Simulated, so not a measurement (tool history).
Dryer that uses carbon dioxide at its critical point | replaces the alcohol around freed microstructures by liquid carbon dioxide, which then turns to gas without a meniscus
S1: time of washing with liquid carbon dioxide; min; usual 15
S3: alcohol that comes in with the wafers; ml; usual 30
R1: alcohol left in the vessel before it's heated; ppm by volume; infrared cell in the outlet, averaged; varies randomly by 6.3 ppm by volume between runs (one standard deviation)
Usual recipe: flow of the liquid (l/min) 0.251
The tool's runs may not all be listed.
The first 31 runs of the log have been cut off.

run 32 hour=335.4 | S1=10 flow_of_the_liquid_(l/min)=0.245 S3=118 | R1=6814
run 33 hour=347.9 | S1=11 flow_of_the_liquid_(l/min)=0.196 S3=30 | R1=2853
run 34 hour=357.8 | S1=18 flow_of_the_liquid_(l/min)=0.251 S3=112 | R1=370
run 35 hour=373.2 | S1=18 flow_of_the_liquid_(l/min)=0.251 S3=112 | R1=376
run 36 hour=386.8 | S1=13 flow_of_the_liquid_(l/min)=0.247 S3=112 | R1=2334
run 37 hour=397.2 | S1=12 flow_of_the_liquid_(l/min)=0.182 S3=117 | R1=11114
run 38 hour=403.6 | S1=12 flow_of_the_liquid_(l/min)=0.182 S3=117 | R1=10896
run 39 hour=414.4 | S1=21 flow_of_the_liquid_(l/min)=0.189 S3=47 | R1=390
run 40 hour=423 | S1=21 flow_of_the_liquid_(l/min)=0.189 S3=47 | R1=409
run 41 hour=436 | S1=15 flow_of_the_liquid_(l/min)=0.369 S3=30 | R1=55
run 42 hour=449.9 | S1=15 flow_of_the_liquid_(l/min)=0.369 S3=30 | R1=57
run 43 hour=458.5 | S1=9 flow_of_the_liquid_(l/min)=0.168 S3=44 | R1=11054
run 44 hour=468.1 | S1=19 flow_of_the_liquid_(l/min)=0.265 S3=89 | R1=177
run 45 hour=481.6 | S1=13 flow_of_the_liquid_(l/min)=0.195 S3=110 | R1=6486
run 46 hour=494.3 | S1=16 flow_of_the_liquid_(l/min)=0.207 S3=113 | R1=2197

Each row is a separate what-if for the run after 46, all from the same tool condition, not one after another. Results?
run A hour=508.9 | S1=16 flow_of_the_liquid_(l/min)=0.207 S3=64 | R1=?
run B hour=508.9 | S1=13 flow_of_the_liquid_(l/min)=0.207 S3=46 | R1=?
run C hour=508.9 | S1=9 flow_of_the_liquid_(l/min)=0.289 S3=104 | R1=?

run=A R1=1289
run=B R1=2204
run=C R1=5352
Stripped of hidden state, with their random variation kept, the same runs would have yielded:
run=A R1=1075
run=B R1=1912
run=C R1=4683
